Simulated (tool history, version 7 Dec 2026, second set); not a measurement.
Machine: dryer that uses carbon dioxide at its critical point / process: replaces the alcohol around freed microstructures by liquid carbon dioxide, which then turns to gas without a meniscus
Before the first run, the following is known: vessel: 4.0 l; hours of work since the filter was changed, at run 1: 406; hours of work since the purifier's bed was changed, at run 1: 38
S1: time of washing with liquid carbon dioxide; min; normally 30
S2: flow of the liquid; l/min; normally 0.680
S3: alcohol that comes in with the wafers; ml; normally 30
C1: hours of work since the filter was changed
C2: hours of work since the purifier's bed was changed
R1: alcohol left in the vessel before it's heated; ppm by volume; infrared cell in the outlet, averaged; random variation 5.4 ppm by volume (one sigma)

run 1 day=0.000 | S1=30 S2=0.680 S3=30 | C1=406 C2=38 | R1=217
run 2 day=0.875 | S1=30 S2=0.680 S3=30 | C1=413 C2=45 | R1=216
run 3 day=1.688 | S1=30 S2=0.680 S3=30 | C1=419 C2=51 | R1=221
run 4 day=2.367 | S1=30 S2=0.680 S3=30 | C1=424 C2=57 | R1=222
run 5 day=3.521 | S1=30 S2=0.924 S3=30 | C1=433 C2=66 | R1=65
run 6 day=4.550 | S1=30 S2=0.520 S3=30 | C1=441 C2=74 | R1=506
run 7 day=5.812 | S1=30 S2=0.520 S3=30 | C1=451 C2=83 | R1=535
run 8 day=6.967 | S1=30 S2=0.680 S3=30 | C1=460 C2=92 | R1=243
run 9 day=7.629 | S1=30 S2=0.680 S3=30 | C1=465 C2=97 | R1=250
run 10 day=8.833 | S1=30 S2=0.680 S3=30 | C1=474 C2=107 | R1=247
run 11 day=10.383 | S1=30 S2=0.680 S3=30 | C1=486 C2=119 | R1=246
-- day=11.258 inlet filter changed
run 12 day=11.654 | S1=30 S2=0.680 S3=30 | C1=3 C2=128 | R1=134
run 13 day=12.921 | S1=30 S2=0.680 S3=30 | C1=13 C2=138 | R1=149
run 14 day=14.338 | S1=19 S2=0.664 S3=30 | C1=24 C2=149 | R1=610
run 15 day=15.542 | S1=19 S2=0.664 S3=30 | C1=33 C2=159 | R1=649

Run 16, settings as shown, results not yet in. Your forecast:
run 16 day=16.533 | S1=20 S2=0.680 S3=66 | C1=41 C2=166 | R1=?

{"run 16": {"R1": 1118}}
On a tool with no hidden condition, and with the same random variation, this run would have come out at R1 1055 ppm by volume.
